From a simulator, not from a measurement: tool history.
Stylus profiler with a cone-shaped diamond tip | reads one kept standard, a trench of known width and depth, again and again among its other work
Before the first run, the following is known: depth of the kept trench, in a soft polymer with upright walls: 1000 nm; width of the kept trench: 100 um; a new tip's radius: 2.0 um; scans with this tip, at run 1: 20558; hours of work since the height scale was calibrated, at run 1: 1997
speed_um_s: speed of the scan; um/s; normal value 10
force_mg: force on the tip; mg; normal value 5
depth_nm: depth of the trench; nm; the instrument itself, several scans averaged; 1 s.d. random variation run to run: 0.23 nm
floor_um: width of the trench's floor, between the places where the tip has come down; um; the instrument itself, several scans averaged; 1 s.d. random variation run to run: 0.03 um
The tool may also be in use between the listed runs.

| run | hour | speed_um_s | force_mg | scans with this tip | hours of work since the height scale was calibrated | depth_nm | floor_um |
|---|---|---|---|---|---|---|---|
| 1 | 0 | 10 | 5 | 20558 | 1997 | 1012.22 | 93.78 |
|  | 79.1 | height scale calibrated on a step standard |
| 2 | 79.1 | 10 | 5 | 21092 | 0 | 1009.66 | 93.78 |
| 3 | 135.4 | 10 | 5 | 21475 | 37 | 1009.67 | 93.68 |
| 4 | 198.1 | 10 | 5 | 21901 | 79 | 1009.74 | 93.65 |
| 5 | 237.1 | 10 | 5 | 22165 | 104 | 1009.72 | 93.58 |
| 6 | 275.5 | 10 | 5 | 22426 | 130 | 1009.82 | 93.6 |
| 7 | 324.8 | 10 | 5 | 22761 | 162 | 1010.15 | 93.55 |
| 8 | 394.1 | 10 | 5 | 23232 | 208 | 1009.42 | 93.51 |
| 9 | 432.3 | 10 | 5 | 23492 | 233 | 1009.7 | 93.45 |
| 10 | 471.1 | 10 | 5 | 23755 | 259 | 1010.19 | 93.52 |
| 11 | 522.3 | 10 | 5 | 24103 | 293 | 1010.08 | 93.46 |
| 12 | 589 | 10 | 5 | 24556 | 337 | 1010.14 | 93.37 |
| 13 | 632.2 | 10 | 5 | 24850 | 365 | 1010.39 | 93.49 |
| 14 | 684.5 | 10 | 5 | 25205 | 400 | 1010.11 | 93.3 |
| 15 | 737.5 | 10 | 5 | 25565 | 435 | 1010.37 | 93.34 |
|  | 787.8 | new tip fitted, height scale calibrated |
| 16 | 790.6 | 30 | 5 | 19 | 2 | 1010.61 | 96.51 |
| 17 | 875.9 | 30 | 5 | 598 | 58 | 1010.7 | 96.3 |
| 18 | 932.2 | 30 | 5 | 981 | 95 | 1010.42 | 96.26 |
| 19 | 969 | 8 | 2.24 | 1231 | 120 | 1006.46 | 96.25 |
| 20 | 1031.3 | 8 | 2.24 | 1654 | 161 | 1006.44 | 96.16 |
| 21 | 1089.1 | 8 | 2.24 | 2047 | 199 | 1005.91 | 96.08 |
| 22 | 1148.9 | 8 | 2.24 | 2454 | 238 | 1006.74 | 96.08 |
| 23 | 1208.1 | 3 | 10.78 | 2855 | 277 | 1017.34 | 95.98 |
| 24 | 1261.9 | 3 | 3.01 | 3221 | 313 | 1007.99 | 95.91 |
| 25 | 1301.4 | 9 | 3.29 | 3490 | 339 | 1008.26 | 95.9 |
| 26 | 1378 | 24 | 13.13 | 4010 | 390 | 1019.86 | 95.76 |
| 27 | 1430.7 | 34 | 2.05 | 4368 | 424 | 1006.48 | 95.63 |
| 28 | 1469.1 | 14 | 7 | 4629 | 450 | 1013.41 | 95.73 |
| 29 | 1547.7 | 14 | 7 | 5163 | 502 | 1013.47 | 95.61 |
| 30 | 1588.6 | 6 | 4.59 | 5441 | 529 | 1010.58 | 95.6 |
| 31 | 1622.9 | 6 | 5.7 | 5674 | 551 | 1011.76 | 95.53 |
| 32 | 1666.7 | 9 | 5.81 | 5971 | 580 | 1012.34 | 95.52 |
| 33 | 1724.3 | 36 | 5.81 | 6363 | 618 | 1012.12 | 95.43 |
| 34 | 1792.2 | 9 | 3.96 | 6824 | 663 | 1009.86 | 95.36 |

4 ways to go on from here, each from the tool as it stands after run 34. What would each give?
| A | 1830.6 | 5 | 10.7 | 7085 | 688 | ? | ? |
| B | 1830.6 | 15 | 7.37 | 7085 | 688 | ? | ? |
| C | 1830.6 | 20 | 4.98 | 7085 | 688 | ? | ? |
| D | 1830.6 | 19 | 5.76 | 7085 | 688 | ? | ? |

| run | depth_nm | floor_um |
|---|---|---|
| A | 1017.63 | 95.38 |
| B | 1014.5 | 95.27 |
| C | 1011.11 | 95.26 |
| D | 1012.34 | 95.34 |
The same runs, with their run-to-run variation unchanged, on a tool lacking any hidden condition would have given:
| run | depth_nm | floor_um |
|---|---|---|
| A | 1016.29 | 96.58 |
| B | 1013.17 | 96.47 |
| C | 1009.78 | 96.46 |
| D | 1011.02 | 96.54 |

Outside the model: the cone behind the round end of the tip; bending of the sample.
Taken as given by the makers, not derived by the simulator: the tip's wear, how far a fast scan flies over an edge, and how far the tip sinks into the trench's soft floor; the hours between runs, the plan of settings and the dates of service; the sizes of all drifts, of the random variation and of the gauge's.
